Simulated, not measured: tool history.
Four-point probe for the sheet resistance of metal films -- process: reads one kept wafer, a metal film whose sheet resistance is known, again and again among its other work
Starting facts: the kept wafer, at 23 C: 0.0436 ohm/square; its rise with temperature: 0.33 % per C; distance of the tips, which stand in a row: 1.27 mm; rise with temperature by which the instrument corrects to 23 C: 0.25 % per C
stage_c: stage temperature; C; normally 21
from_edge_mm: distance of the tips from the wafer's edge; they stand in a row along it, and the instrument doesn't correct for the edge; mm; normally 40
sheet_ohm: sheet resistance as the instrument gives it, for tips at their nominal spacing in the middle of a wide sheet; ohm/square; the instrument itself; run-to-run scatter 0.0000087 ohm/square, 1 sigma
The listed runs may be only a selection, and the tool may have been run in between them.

run     day  stage_c  from_edge_mm  sheet_ohm
  1   0.000       21            40   0.043431
  2   0.854       21            40   0.043449
  3   1.225       21            40   0.043462
  4   1.862       24            40   0.043570
  5   2.383       22            40   0.043498
  6   2.804       22            28   0.043511
  7   3.525       22            28   0.043526
  8   4.312       22            28   0.043530
  9   5.058       22            28   0.043517
 10   5.821       22             5   0.044920
 11   6.604       21            40   0.043474
      6.675  -- stage's thermometer calibrated
 12   7.025       21            40   0.043505
 13   7.867       21            40   0.043510
 14   8.329       21            23   0.043548
 15   8.988       29            40   0.043779
 16   9.508       25            40   0.043650
      9.696  -- stage's thermometer calibrated, once more
 17  10.217       23            40   0.043468
 18  10.888       23            40   0.043489
 19  11.675       23            40   0.043498
 20  12.154       23            40   0.043485
 21  12.792       35            12   0.044141
 22  13.225       21            32   0.043418
 23  13.729       32            15   0.043931
 24  14.179       28            68   0.043627
 25  15.104       27             3   0.047399
 26  15.971       22            49   0.043448
 27  16.612       20             7   0.044123
 28  17.496       20             7   0.044125
 29  17.879       29            45   0.043696
 30  18.354       33             6   0.044857
 31  19.021       25            14   0.043752
 32  19.896       33            12   0.044075
 33  20.475       20            41   0.043405
 34  21.262       20            41   0.043418
 35  21.829       28             8   0.044224
 36  22.479       23            26   0.043559
 37  23.004       21            46   0.043410

Branching from run 37: 3 alternative next runs. What would each branch give?
  A  23.904       32             6          ?
  B  23.904       21            32          ?
  C  23.904       28            40          ?

run  sheet_ohm
  A   0.044821
  B   0.043465
  C   0.043686
With no hidden state in the tool, these same runs would have given:
run  sheet_ohm
  A   0.044930
  B   0.043571
  C   0.043792
